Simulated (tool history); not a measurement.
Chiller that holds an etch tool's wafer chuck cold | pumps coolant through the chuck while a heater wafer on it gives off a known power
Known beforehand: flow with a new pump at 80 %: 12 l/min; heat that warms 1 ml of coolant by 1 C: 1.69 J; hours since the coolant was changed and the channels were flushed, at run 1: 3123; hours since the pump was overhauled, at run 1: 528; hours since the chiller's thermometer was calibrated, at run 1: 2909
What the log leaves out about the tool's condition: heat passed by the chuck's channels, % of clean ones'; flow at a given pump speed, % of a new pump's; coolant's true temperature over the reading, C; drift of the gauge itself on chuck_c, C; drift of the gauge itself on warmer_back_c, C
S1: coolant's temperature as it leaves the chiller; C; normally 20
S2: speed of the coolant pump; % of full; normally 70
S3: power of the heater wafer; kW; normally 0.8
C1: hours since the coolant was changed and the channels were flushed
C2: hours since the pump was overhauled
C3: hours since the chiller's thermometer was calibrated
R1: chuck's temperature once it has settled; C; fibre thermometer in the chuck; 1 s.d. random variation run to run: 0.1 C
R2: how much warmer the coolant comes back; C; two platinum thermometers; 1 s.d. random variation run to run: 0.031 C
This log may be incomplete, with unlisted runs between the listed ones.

{"run": 1, "day": 0.0, "S1": 20, "S2": 70, "S3": 0.8, "C1": 3123, "C2": 528, "C3": 2909, "R1": 29.6, "R2": 2.8}
{"run": 2, "day": 5.492, "S1": 20, "S2": 70, "S3": 0.8, "C1": 3255, "C2": 659, "C3": 3041, "R1": 29.7, "R2": 2.83}
{"day": 6.8, "done": "chiller's thermometer calibrated"}
{"run": 3, "day": 10.338, "S1": 20, "S2": 70, "S3": 0.8, "C1": 3370, "C2": 775, "C3": 85, "R1": 29.6, "R2": 2.81}
{"run": 4, "day": 13.15, "S1": 20, "S2": 70, "S3": 0.8, "C1": 3438, "C2": 842, "C3": 152, "R1": 29.5, "R2": 2.85}
{"run": 5, "day": 17.075, "S1": 20, "S2": 70, "S3": 0.8, "C1": 3532, "C2": 936, "C3": 247, "R1": 29.6, "R2": 2.74}
{"run": 6, "day": 21.383, "S1": 20, "S2": 70, "S3": 0.8, "C1": 3635, "C2": 1040, "C3": 350, "R1": 29.8, "R2": 2.86}
{"run": 7, "day": 25.083, "S1": 20, "S2": 70, "S3": 0.8, "C1": 3724, "C2": 1129, "C3": 439, "R1": 29.7, "R2": 2.85}
{"run": 8, "day": 30.379, "S1": 20, "S2": 70, "S3": 0.8, "C1": 3851, "C2": 1256, "C3": 566, "R1": 29.8, "R2": 2.84}
{"run": 9, "day": 33.671, "S1": 20, "S2": 70, "S3": 0.8, "C1": 3930, "C2": 1335, "C3": 645, "R1": 29.7, "R2": 2.83}
{"run": 10, "day": 38.912, "S1": 20, "S2": 70, "S3": 0.8, "C1": 4056, "C2": 1460, "C3": 771, "R1": 29.7, "R2": 2.88}
{"run": 11, "day": 42.333, "S1": 20, "S2": 70, "S3": 0.8, "C1": 4138, "C2": 1543, "C3": 853, "R1": 29.9, "R2": 2.86}
{"run": 12, "day": 46.875, "S1": 20, "S2": 70, "S3": 0.8, "C1": 4247, "C2": 1652, "C3": 962, "R1": 29.9, "R2": 2.87}
{"run": 13, "day": 50.783, "S1": 20, "S2": 70, "S3": 0.8, "C1": 4341, "C2": 1745, "C3": 1056, "R1": 30.1, "R2": 2.86}
{"run": 14, "day": 54.725, "S1": 20, "S2": 70, "S3": 0.8, "C1": 4435, "C2": 1840, "C3": 1150, "R1": 29.9, "R2": 2.94}
{"run": 15, "day": 57.3, "S1": 20, "S2": 70, "S3": 0.8, "C1": 4497, "C2": 1902, "C3": 1212, "R1": 30.1, "R2": 2.94}
{"run": 16, "day": 60.962, "S1": 20, "S2": 70, "S3": 0.8, "C1": 4585, "C2": 1990, "C3": 1300, "R1": 29.9, "R2": 2.89}
{"run": 17, "day": 65.088, "S1": 20, "S2": 70, "S3": 0.8, "C1": 4684, "C2": 2089, "C3": 1399, "R1": 30.2, "R2": 2.91}
{"run": 18, "day": 70.617, "S1": 20, "S2": 70, "S3": 0.8, "C1": 4817, "C2": 2221, "C3": 1532, "R1": 30.2, "R2": 2.95}
{"run": 19, "day": 73.971, "S1": 14, "S2": 74, "S3": 0.538, "C1": 4897, "C2": 2302, "C3": 1612, "R1": 20.7, "R2": 1.88}
{"run": 20, "day": 77.983, "S1": 14, "S2": 74, "S3": 0.538, "C1": 4994, "C2": 2398, "C3": 1708, "R1": 20.7, "R2": 1.87}
{"run": 21, "day": 81.525, "S1": 20, "S2": 70, "S3": 0.585, "C1": 5079, "C2": 2483, "C3": 1793, "R1": 27.5, "R2": 2.21}
{"run": 22, "day": 87.179, "S1": 25, "S2": 70, "S3": 0.626, "C1": 5214, "C2": 2619, "C3": 1929, "R1": 33.2, "R2": 2.34}
{"run": 23, "day": 92.967, "S1": 25, "S2": 70, "S3": 0.626, "C1": 5353, "C2": 2758, "C3": 2068, "R1": 33.1, "R2": 2.41}
{"run": 24, "day": 97.033, "S1": 25, "S2": 70, "S3": 0.626, "C1": 5451, "C2": 2855, "C3": 2166, "R1": 33.3, "R2": 2.28}
{"run": 25, "day": 103.029, "S1": 15, "S2": 67, "S3": 0.753, "C1": 5595, "C2": 2999, "C3": 2309, "R1": 25.4, "R2": 3.01}
{"run": 26, "day": 108.733, "S1": 15, "S2": 67, "S3": 0.753, "C1": 5732, "C2": 3136, "C3": 2446, "R1": 25.4, "R2": 2.94}
{"run": 27, "day": 114.288, "S1": 15, "S2": 67, "S3": 0.753, "C1": 5865, "C2": 3269, "C3": 2580, "R1": 25.7, "R2": 3.02}
{"day": 115.529, "done": "coolant changed, channels flushed"}
{"run": 28, "day": 117.875, "S1": 15, "S2": 67, "S3": 0.753, "C1": 56, "C2": 3350, "C3": 2660, "R1": 24.4, "R2": 3.04}
{"run": 29, "day": 121.625, "S1": 15, "S2": 70, "S3": 0.634, "C1": 146, "C2": 3440, "C3": 2750, "R1": 22.9, "R2": 2.46}
{"run": 30, "day": 126.667, "S1": 22, "S2": 70, "S3": 0.435, "C1": 267, "C2": 3561, "C3": 2871, "R1": 27.4, "R2": 1.65}
{"run": 31, "day": 129.479, "S1": 20, "S2": 82, "S3": 0.906, "C1": 335, "C2": 3628, "C3": 2938, "R1": 29.8, "R2": 3.03}
{"run": 32, "day": 132.883, "S1": 20, "S2": 60, "S3": 0.536, "C1": 416, "C2": 3710, "C3": 3020, "R1": 27.5, "R2": 2.45}
{"day": 135.188, "done": "chiller's thermometer calibrated"}
{"run": 33, "day": 137.158, "S1": 15, "S2": 70, "S3": 0.8, "C1": 518, "C2": 3811, "C3": 47, "R1": 24.6, "R2": 3.11}

3 ways to go on from here, each from the tool as it stands after run 33. What would each give?
{"run": "A", "day": 140.946, "S1": 12, "S2": 70, "S3": 0.8, "C1": 609, "C2": 3902, "C3": 138, "R1": "?", "R2": "?"}
{"run": "B", "day": 140.946, "S1": 11, "S2": 70, "S3": 0.886, "C1": 609, "C2": 3902, "C3": 138, "R1": "?", "R2": "?"}
{"run": "C", "day": 140.946, "S1": 17, "S2": 97, "S3": 0.8, "C1": 609, "C2": 3902, "C3": 138, "R1": "?", "R2": "?"}

run=A R1=21.8 R2=3.06
run=B R1=21.8 R2=3.48
run=C R1=24.5 R2=2.19
What these runs would have given with no unlogged condition in the tool:
run=A R1=20.8 R2=2.68
run=B R1=20.7 R2=3.05
run=C R1=23.6 R2=1.92

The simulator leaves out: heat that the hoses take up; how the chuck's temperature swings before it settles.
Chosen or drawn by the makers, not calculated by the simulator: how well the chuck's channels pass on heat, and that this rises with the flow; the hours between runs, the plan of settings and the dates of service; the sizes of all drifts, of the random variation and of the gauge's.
